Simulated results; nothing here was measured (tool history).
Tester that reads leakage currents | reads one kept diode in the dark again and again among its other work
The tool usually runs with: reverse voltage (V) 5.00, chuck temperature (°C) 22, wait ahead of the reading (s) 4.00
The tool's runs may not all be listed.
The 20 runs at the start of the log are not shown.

run	day	reverse voltage (V)	chuck temperature (°C)	wait ahead of the reading (s)	hours of work since the probe card was cleaned	hours of work since the tester was calibrated	hours of work since the chuck was calibrated	current that the tester gives (pA)
21	28.600	12.13	55	4.48	1362	802	1339	2819.74
22	30.771	12.13	55	4.48	1384	824	1361	2828.30
23	32.096	5.00	24	4.00	1397	838	1374	157.89
24	34.050	2.62	37	1.62	1417	857	1394	388.23
25	35.771	2.62	52	0.40	1434	875	1411	1330.92
# day 36.708: chuck's temperature calibrated
26	36.738	10.67	52	0.45	1443	884	0	2251.03
27	38.175	11.80	22	1.49	1458	898	15	199.87
28	39.900	9.22	36	3.09	1475	916	32	589.04
29	41.250	19.52	26	6.19	1489	929	46	339.53
30	43.362	2.79	24	0.99	1510	951	67	135.18
31	44.992	1.20	22	4.00	1527	967	84	82.55
32	46.088	1.20	22	0.35	1538	978	95	83.69
33	47.733	1.20	22	0.35	1554	995	111	83.01
34	49.088	10.63	22	2.77	1568	1008	125	191.39

Forecast run 35:
35	50.133	1.21	22	4.00	1579	1019	136	?

For run 35 the tool returned current that the tester gives (pA) 83.34.
Take away the tool's hidden state, keep the run-to-run variation as it was, and the same run would have given current that the tester gives (pA) 80.59.

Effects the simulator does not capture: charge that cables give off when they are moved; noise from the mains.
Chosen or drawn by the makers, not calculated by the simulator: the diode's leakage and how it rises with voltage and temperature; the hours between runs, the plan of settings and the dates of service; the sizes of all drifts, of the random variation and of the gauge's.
